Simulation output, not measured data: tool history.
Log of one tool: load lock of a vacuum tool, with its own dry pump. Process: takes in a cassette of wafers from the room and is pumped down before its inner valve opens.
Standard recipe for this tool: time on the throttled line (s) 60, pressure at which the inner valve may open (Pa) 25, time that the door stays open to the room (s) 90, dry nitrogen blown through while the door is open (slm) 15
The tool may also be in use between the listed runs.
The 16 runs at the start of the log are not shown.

run	hour	time on the throttled line (s)	pressure at which the inner valve may open (Pa)	time that the door stays open to the room (s)	dry nitrogen blown through while the door is open (slm)	hours that the pump has run since its overhaul	times that the door has closed on its seal	incoming humidity of the room's air, %	time from the closed door until the inner valve may open (s)	rise of the pressure with all valves shut (Pa/min)
17	1239.3	60	25	90	15	4142	4930	45.6	113	0.016
18	1323.6	60	25	90	15	4226	5097	43.4	111.7	0.015
19	1407.3	39	22	90	36	4310	5263	41	94.2	0.009
20	1500	39	22	90	36	4403	5447	46.8	94.8	0.01
21	1600.1	39	22	90	36	4503	5646	47.1	94.3	0.009
22	1673.6	39	22	90	22	4576	5792	47.7	94.1	0.017
23	1749.5	35	25	90	25	4652	5942	42.8	91.2	0.01
24	1837.1	60	25	195	14	4740	6116	46.8	110.7	0.03
25	1882.6	60	25	195	14	4785	6206	44.8	111.5	0.027
26	1960.5	60	25	195	14	4863	6361	45.2	111.6	0.036
27	2022.9	91	18	42	4	4926	6485	42.4	139.6	0.021
28	2084.1	91	18	42	4	4987	6606	47.6	139.9	0.023
29	2151.8	91	18	39	6	5055	6740	48.1	140.9	0.012
30	2247.2	48	18	39	6	5150	6929	47.4	104.5	0.013
31	2288.5	48	18	39	6	5191	7011	44.3	103.8	0.015
32	2340.5	48	18	39	6	5243	7114	42.8	103.2	0.012
33	2419.8	48	33	39	9	5323	7272	44.6	99.8	0.005
34	2503.3	60	20	117	15	5406	7437	41	113.9	0.013
35	2572.7	60	25	90	21	5475	7575	46.7	110	0.01
36	2666.6	40	25	235	8	5569	7761	43.7	94.7	0.04

Predict each of these 4 candidate next runs independently; none follows another, all start after run 36:
A	2728.4	40	25	26	4	5631	7884	39.7	?	?
B	2728.4	60	39	51	15	5631	7884	45.3	?	?
C	2728.4	61	25	90	27	5631	7884	45.3	?	?
D	2728.4	40	26	29	8	5631	7884	45.9	?	?

run	time from the closed door until the inner valve may open (s)	rise of the pressure with all valves shut (Pa/min)
A	95.1	0.016
B	108.8	0.014
C	112.4	0.008
D	94.1	0.009
Had the tool no hidden state, the same runs would have come out as:
run	time from the closed door until the inner valve may open (s)	rise of the pressure with all valves shut (Pa/min)
A	95.1	0.016
B	108.8	0.014
C	112.3	0.008
D	94.1	0.009

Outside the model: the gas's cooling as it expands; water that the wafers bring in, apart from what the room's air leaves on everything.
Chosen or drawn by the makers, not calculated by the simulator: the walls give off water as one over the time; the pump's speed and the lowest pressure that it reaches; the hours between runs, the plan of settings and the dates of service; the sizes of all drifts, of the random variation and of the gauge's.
